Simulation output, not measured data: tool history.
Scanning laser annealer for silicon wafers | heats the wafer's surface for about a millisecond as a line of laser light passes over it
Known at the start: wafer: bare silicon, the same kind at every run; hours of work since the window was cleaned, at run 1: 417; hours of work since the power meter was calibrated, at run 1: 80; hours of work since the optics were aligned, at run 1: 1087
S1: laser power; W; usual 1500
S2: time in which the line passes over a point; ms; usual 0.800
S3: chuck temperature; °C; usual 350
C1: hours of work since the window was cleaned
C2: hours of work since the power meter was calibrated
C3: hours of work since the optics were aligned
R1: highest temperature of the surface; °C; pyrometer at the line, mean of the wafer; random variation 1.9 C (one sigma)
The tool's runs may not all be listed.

| run | hour | S1 | S2 | S3 | C1 | C2 | C3 | R1 |
|---|---|---|---|---|---|---|---|---|
| 1 | 0.0 | 1500 | 0.800 | 350 | 417 | 80 | 1087 | 1058 |
| 2 | 8.5 | 1500 | 0.800 | 350 | 421 | 83 | 1090 | 1055 |
| 3 | 17.8 | 1500 | 0.800 | 350 | 425 | 87 | 1094 | 1052 |
| 4 | 30.7 | 1500 | 0.800 | 350 | 430 | 92 | 1100 | 1054 |
| 5 | 38.8 | 1500 | 0.800 | 350 | 433 | 96 | 1103 | 1053 |
| 6 | 47.0 | 1500 | 0.800 | 350 | 437 | 99 | 1106 | 1052 |
| 7 | 59.6 | 1500 | 0.800 | 350 | 442 | 104 | 1112 | 1052 |
| 8 | 70.6 | 1500 | 0.800 | 350 | 447 | 109 | 1116 | 1051 |
| 9 | 81.7 | 1500 | 0.800 | 350 | 451 | 114 | 1121 | 1056 |
| 10 | 91.4 | 1500 | 0.800 | 317 | 455 | 118 | 1125 | 1021 |
| 11 | 101.8 | 1528 | 0.800 | 317 | 459 | 122 | 1129 | 1035 |
| 12 | 109.6 | 1579 | 0.800 | 350 | 463 | 125 | 1132 | 1101 |
| 13 | 115.3 | 1579 | 0.800 | 350 | 465 | 127 | 1135 | 1100 |
| 14 | 123.8 | 1500 | 0.800 | 350 | 469 | 131 | 1138 | 1051 |
| 15 | 133.7 | 1500 | 0.856 | 350 | 473 | 135 | 1142 | 1079 |
| 16 | 142.5 | 1500 | 0.856 | 350 | 476 | 139 | 1146 | 1077 |
| 17 | 150.2 | 1500 | 0.856 | 350 | 479 | 142 | 1149 | 1079 |
| 18 | 158.4 | 1500 | 0.856 | 350 | 483 | 145 | 1153 | 1076 |
| 19 | 172.2 | 1518 | 0.856 | 350 | 489 | 151 | 1158 | 1086 |
| 20 | 181.8 | 1518 | 0.856 | 350 | 493 | 155 | 1162 | 1086 |
| 21 | 193.1 | 1424 | 0.680 | 338 | 497 | 160 | 1167 | 936 |
|  | 196.8 | laser's power meter calibrated |
| 22 | 205.2 | 1428 | 0.635 | 338 | 501 | 3 | 1171 | 919 |
| 23 | 211.3 | 1428 | 0.635 | 338 | 504 | 6 | 1173 | 918 |
| 24 | 224.5 | 1428 | 0.635 | 338 | 509 | 11 | 1179 | 917 |
| 25 | 237.0 | 1428 | 0.635 | 338 | 514 | 17 | 1184 | 919 |
| 26 | 250.2 | 1553 | 0.636 | 346 | 520 | 22 | 1189 | 993 |
| 27 | 259.9 | 1535 | 0.632 | 360 | 524 | 26 | 1193 | 995 |
| 28 | 266.7 | 1500 | 0.861 | 350 | 527 | 29 | 1196 | 1071 |
| 29 | 272.3 | 1500 | 0.861 | 350 | 529 | 31 | 1199 | 1077 |
|  | 281.1 | laser's power meter calibrated, once more |
| 30 | 285.7 | 1500 | 0.861 | 350 | 533 | 2 | 1203 | 1073 |
| 31 | 292.1 | 1500 | 0.861 | 350 | 536 | 5 | 1206 | 1070 |
| 32 | 301.6 | 1500 | 0.861 | 350 | 540 | 9 | 1209 | 1074 |
| 33 | 311.3 | 1469 | 0.799 | 387 | 544 | 13 | 1214 | 1062 |
| 34 | 321.8 | 1593 | 0.931 | 341 | 548 | 17 | 1218 | 1154 |
| 35 | 331.7 | 1500 | 0.647 | 350 | 552 | 21 | 1222 | 969 |
| 36 | 337.3 | 1500 | 0.647 | 313 | 555 | 23 | 1224 | 933 |
| 37 | 349.5 | 1478 | 0.800 | 384 | 560 | 28 | 1229 | 1066 |
| 38 | 360.0 | 1478 | 0.800 | 384 | 564 | 33 | 1234 | 1065 |
| 39 | 371.0 | 1478 | 0.800 | 384 | 569 | 37 | 1238 | 1065 |
| 40 | 381.1 | 1540 | 0.793 | 359 | 573 | 41 | 1242 | 1070 |

Some steps in R1 between neighbouring runs. How much of each would the tool show without its hidden state too (settings, what came in, random variation), and how much is left for the hidden state, with any gauge scatter that isn't in both results?
The hidden state here: light that passes the window, % of a clean one's; laser's true power over the reading, %; width of the line over the set one, %; drift of the gauge itself on peak_c, C.
Run 20 -> 21: S1 1518 -> 1424, S2 0.856 -> 0.680, S3 350 -> 338. R1 -150 °C: hidden state +7, all else -157.
Run 33 -> 34: S1 1469 -> 1593, S2 0.799 -> 0.931, S3 387 -> 341. R1 +92 °C: hidden state -8, all else +100.
Run 34 -> 35: S1 1593 -> 1500, S2 0.931 -> 0.647, S3 341 -> 350. R1 -185 °C: hidden state +11, all else -196.
Run 36 -> 37: S1 1500 -> 1478, S2 0.647 -> 0.800, S3 313 -> 384. R1 +133 °C: hidden state -4, all else +137.
